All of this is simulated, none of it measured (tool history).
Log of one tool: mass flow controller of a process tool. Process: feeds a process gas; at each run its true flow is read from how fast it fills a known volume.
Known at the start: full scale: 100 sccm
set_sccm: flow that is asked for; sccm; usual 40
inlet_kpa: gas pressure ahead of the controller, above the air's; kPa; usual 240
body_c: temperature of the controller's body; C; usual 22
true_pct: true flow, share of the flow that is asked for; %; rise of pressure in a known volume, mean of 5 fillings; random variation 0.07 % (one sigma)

Run 1, hour 0: usual settings. Result: true_pct 99.82 %.
Run 2, hour 96: usual settings. Result: true_pct 99.84 %.
Run 3, hour 158.1: usual settings. Result: true_pct 99.82 %.
Run 4, hour 234.1: usual settings but body_c 20 C. Result: true_pct 99.74 %.
Run 5, hour 295: usual settings. Result: true_pct 99.73 %.
Run 6, hour 399.2: usual settings. Result: true_pct 99.93 %.
Run 7, hour 494.9: usual settings. Result: true_pct 99.82 %.
Run 8, hour 619.9: usual settings. Result: true_pct 99.94 %.
Run 9, hour 701.4: usual settings. Result: true_pct 99.8 %.
Run 10, hour 805.8: usual settings. Result: true_pct 100.01 %.
Run 11, hour 879.1: usual settings but body_c 34 C. Result: true_pct 100.9 %.
Run 12, hour 937.3: usual settings but body_c 34 C. Result: true_pct 100.88 %.
Run 13, hour 1042.7: usual settings but set_sccm 72 sccm. Result: true_pct 100.43 %.
Run 14, hour 1162.4: usual settings but body_c 30 C. Result: true_pct 100.7 %.
Run 15, hour 1259.5: usual settings. Result: true_pct 100.14 %.
Run 16, hour 1323.5: usual settings. Result: true_pct 100 %.
Run 17, hour 1428.6: usual settings but set_sccm 87 sccm. Result: true_pct 100.72 %.
Run 18, hour 1516.9: usual settings but set_sccm 87 sccm. Result: true_pct 100.69 %.
Run 19, hour 1639: usual settings but body_c 30 C. Result: true_pct 100.82 %.
Run 20, hour 1743.1: usual settings but set_sccm 16 sccm. Result: true_pct 100.98 %.
Run 21, hour 1840: usual settings but set_sccm 16 sccm. Result: true_pct 100.97 %.
Run 22, hour 1972.3: usual settings but body_c 23 C. Result: true_pct 100.3 %.
Run 23, hour 2088.8: usual settings but body_c 23 C. Result: true_pct 100.42 %.
Run 24, hour 2179.6: usual settings but body_c 23 C. Result: true_pct 100.45 %.
Run 25, hour 2266.7: usual settings but set_sccm 32 sccm, body_c 36 C. Result: true_pct 101.44 %.
Run 26, hour 2323: usual settings but set_sccm 21 sccm, body_c 21 C. Result: true_pct 100.65 %.
Run 27, hour 2400.5: usual settings but set_sccm 35 sccm, body_c 36 C. Result: true_pct 101.45 %.
Run 28, hour 2529.9: usual settings but set_sccm 57 sccm, inlet_kpa 278 kPa, body_c 31 C. Result: true_pct 101.34 %.
Run 29, hour 2596.2: usual settings but set_sccm 23 sccm, inlet_kpa 217 kPa. Result: true_pct 100.65 %.
Run 30, hour 2691.7: usual settings but body_c 29 C. Result: true_pct 100.97 %.
Run 31, hour 2828.1: usual settings but body_c 29 C. Result: true_pct 101.09 %.
Run 32, hour 2889.3: usual settings but body_c 29 C. Result: true_pct 101.15 %.
Run 33, hour 2978.7: usual settings but body_c 24 C. Result: true_pct 100.72 %.
Run 34, hour 3099: usual settings but set_sccm 17 sccm, inlet_kpa 144 kPa, body_c 26 C. Result: true_pct 101.22 %.
Run 35, hour 3176.3: usual settings but inlet_kpa 155 kPa, body_c 24 C. Result: true_pct 100.22 %.
Run 36, hour 3299.2: usual settings but inlet_kpa 206 kPa, body_c 20 C. Result: true_pct 100.35 %.
Run 37, hour 3407.4: usual settings but set_sccm 15 sccm, inlet_kpa 153 kPa, body_c 20 C. Result: true_pct 101.3 %.
Run 38, hour 3534.1: usual settings but set_sccm 15 sccm, inlet_kpa 153 kPa, body_c 20 C. Result: true_pct 101.33 %.
Run 39, hour 3593.5: usual settings but set_sccm 77 sccm, inlet_kpa 208 kPa, body_c 21 C. Result: true_pct 100.74 %.
Run 40, hour 3701.5: usual settings but set_sccm 33 sccm, inlet_kpa 154 kPa, body_c 36 C. Result: true_pct 101.35 %.
Run 41, hour 3815.9: usual settings but set_sccm 33 sccm, inlet_kpa 154 kPa, body_c 36 C. Result: true_pct 101.36 %.
Run 42, hour 3877: usual settings but set_sccm 33 sccm, inlet_kpa 154 kPa, body_c 36 C. Result: true_pct 101.4 %.
Run 43, hour 3959.4: usual settings but set_sccm 33 sccm, inlet_kpa 154 kPa, body_c 36 C. Result: true_pct 101.43 %.
Run 44, hour 4043.2: usual settings but inlet_kpa 255 kPa, body_c 24 C. Result: true_pct 101 %.
Run 45, hour 4176.6: usual settings but set_sccm 47 sccm, inlet_kpa 152 kPa, body_c 27 C. Result: true_pct 100.7 %.
Run 46, hour 4307.9: usual settings but set_sccm 28 sccm, inlet_kpa 152 kPa, body_c 27 C. Result: true_pct 100.89 %.
Run 47, hour 4414.9: usual settings but inlet_kpa 218 kPa, body_c 39 C. Result: true_pct 102.13 %.
Run 48, hour 4549: usual settings but body_c 39 C. Result: true_pct 102.23 %.

3 ways to go on from here, each from the tool as it stands after run 48. What would each give?
Run A, hour 4623.4: usual settings but set_sccm 41 sccm, inlet_kpa 244 kPa, body_c 33 C. Result: true_pct ?.
Run B, hour 4623.4: usual settings but set_sccm 12 sccm, inlet_kpa 175 kPa, body_c 24 C. Result: true_pct ?.
Run C, hour 4623.4: usual settings but inlet_kpa 178 kPa, body_c 39 C. Result: true_pct ?.

run  true_pct
  A    101.86
  B     103.1
  C    101.89
Without the tool's hidden state the same runs would have given:
run  true_pct
  A     99.56
  B     97.78
  C     99.56
